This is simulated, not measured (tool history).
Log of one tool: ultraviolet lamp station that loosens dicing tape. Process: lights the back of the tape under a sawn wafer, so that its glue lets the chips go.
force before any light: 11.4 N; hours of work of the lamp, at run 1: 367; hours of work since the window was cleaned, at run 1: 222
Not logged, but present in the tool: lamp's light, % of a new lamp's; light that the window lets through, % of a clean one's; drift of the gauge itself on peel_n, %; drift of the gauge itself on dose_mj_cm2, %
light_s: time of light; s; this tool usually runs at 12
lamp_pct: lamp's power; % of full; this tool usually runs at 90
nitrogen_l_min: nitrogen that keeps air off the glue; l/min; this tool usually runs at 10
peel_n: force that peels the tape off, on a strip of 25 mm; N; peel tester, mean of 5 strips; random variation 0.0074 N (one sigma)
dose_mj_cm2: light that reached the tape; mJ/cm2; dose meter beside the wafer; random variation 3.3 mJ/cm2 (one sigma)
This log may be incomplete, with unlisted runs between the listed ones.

| run | hour | light_s | lamp_pct | nitrogen_l_min | hours of work of the lamp | hours of work since the window was cleaned | peel_n | dose_mj_cm2 |
|---|---|---|---|---|---|---|---|---|
| 1 | 0.0 | 12 | 90 | 10 | 367 | 222 | 0.418 | 400 |
| 2 | 11.4 | 12 | 90 | 10 | 374 | 229 | 0.425 | 400 |
| 3 | 30.8 | 12 | 90 | 10 | 386 | 241 | 0.426 | 399 |
|  | 36.4 | window cleaned of glue's vapour |
| 4 | 47.2 | 12 | 90 | 10 | 396 | 7 | 0.403 | 420 |
| 5 | 58.1 | 12 | 90 | 10 | 402 | 13 | 0.407 | 415 |
| 6 | 77.6 | 12 | 90 | 10 | 414 | 25 | 0.397 | 415 |
| 7 | 96.7 | 12 | 90 | 10 | 426 | 37 | 0.404 | 409 |
| 8 | 112.9 | 12 | 90 | 10 | 436 | 47 | 0.414 | 403 |
| 9 | 127.1 | 6 | 90 | 10 | 444 | 55 | 1.774 | 197 |
| 10 | 143.9 | 12 | 90 | 10 | 454 | 65 | 0.451 | 396 |
| 11 | 153.4 | 12 | 90 | 10 | 460 | 71 | 0.427 | 395 |
| 12 | 169.4 | 12 | 69 | 10 | 470 | 81 | 0.788 | 299 |
| 13 | 178.5 | 12 | 90 | 10 | 476 | 87 | 0.432 | 391 |
| 14 | 193.4 | 7 | 90 | 5 | 485 | 96 | 2.178 | 222 |
| 15 | 208.7 | 9 | 70 | 8 | 494 | 105 | 1.674 | 220 |
| 16 | 228.2 | 9 | 70 | 8 | 506 | 117 | 1.692 | 221 |
| 17 | 238.7 | 12 | 90 | 6 | 512 | 123 | 0.697 | 375 |
| 18 | 249.6 | 9 | 74 | 18 | 519 | 130 | 0.932 | 226 |
| 19 | 261.5 | 12 | 84 | 8 | 526 | 137 | 0.681 | 346 |
| 20 | 281.9 | 12 | 84 | 8 | 539 | 150 | 0.659 | 342 |
| 21 | 295.0 | 20 | 82 | 13 | 547 | 158 | 0.248 | 555 |
| 22 | 305.8 | 15 | 90 | 11 | 553 | 164 | 0.320 | 450 |
| 23 | 322.8 | 15 | 90 | 6 | 563 | 174 | 0.487 | 448 |
| 24 | 343.4 | 19 | 61 | 10 | 576 | 187 | 0.463 | 380 |
| 25 | 354.2 | 19 | 61 | 10 | 583 | 194 | 0.484 | 380 |
| 26 | 375.2 | 19 | 61 | 10 | 595 | 206 | 0.499 | 378 |

Hidden state or all else? Some run-to-run changes of peel_n, split into what the settings, what came in and random variation would give without the hidden state, and what is left for the hidden state (with any gauge scatter that isn't in both results):
Run 8 -> 9: light_s 12 -> 6. peel_n +1.360 N: hidden state +0.587, all else +0.773.
Run 13 -> 14: light_s 12 -> 7, nitrogen_l_min 10 -> 5. peel_n +1.746 N: hidden state +0.757, all else +0.989.
